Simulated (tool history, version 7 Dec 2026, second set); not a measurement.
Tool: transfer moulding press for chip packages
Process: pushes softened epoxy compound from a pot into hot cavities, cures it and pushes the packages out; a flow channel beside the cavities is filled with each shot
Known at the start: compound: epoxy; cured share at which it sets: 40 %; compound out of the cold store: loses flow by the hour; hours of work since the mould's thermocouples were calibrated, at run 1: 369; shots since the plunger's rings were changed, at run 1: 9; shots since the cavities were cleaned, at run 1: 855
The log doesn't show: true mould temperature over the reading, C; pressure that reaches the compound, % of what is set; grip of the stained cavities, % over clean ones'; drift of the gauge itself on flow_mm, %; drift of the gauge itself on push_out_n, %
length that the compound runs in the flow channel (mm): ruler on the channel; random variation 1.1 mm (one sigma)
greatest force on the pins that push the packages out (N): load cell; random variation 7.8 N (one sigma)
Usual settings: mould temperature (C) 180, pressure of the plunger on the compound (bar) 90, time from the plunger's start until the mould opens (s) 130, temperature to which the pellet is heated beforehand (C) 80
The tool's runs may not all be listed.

run	hour	mould temperature (C)	pressure of the plunger on the compound (bar)	time from the plunger's start until the mould opens (s)	temperature to which the pellet is heated beforehand (C)	hours of work since the mould's thermocouples were calibrated	shots since the plunger's rings were changed	shots since the cavities were cleaned	incoming compound's hours out of the cold store	length that the compound runs in the flow channel (mm)	greatest force on the pins that push the packages out (N)
1	0	180	90	130	80	369	9	855	28.7	874	331
# hour 6.9: mould's thermocouples calibrated
# hour 50.3: cavities cleaned with cleaning compound and waxed
2	53.9	180	90	130	80	19	320	22	18.8	926	325
3	106.7	180	90	130	80	42	647	349	31.7	861	338
4	192.4	180	90	130	80	78	1176	878	42	813	346
# hour 234.6: cavities cleaned with cleaning compound and waxed
5	295.4	180	80.6	130	80	121	1803	375	9.1	925	330
6	380.8	177	86.2	139	90	157	2331	903	20.7	913	360
# hour 419.8: cavities cleaned with cleaning compound and waxed
7	442.1	177	86.2	139	90	183	2701	138	33.9	847	347
8	494.6	180	90	130	82	205	3025	462	9.2	976	364

Run 9 comes next. What will it give?
# hour 502.3: plunger's sealing rings changed
9	584.7	180	90	142	80	242	509	1003	44.5	?	?

{"run 9": {"length that the compound runs in the flow channel (mm)": 801, "greatest force on the pins that push the packages out (N)": 333}}
Without the tool's hidden state the same run would have given length that the compound runs in the flow channel (mm) 802, greatest force on the pins that push the packages out (N) 328.
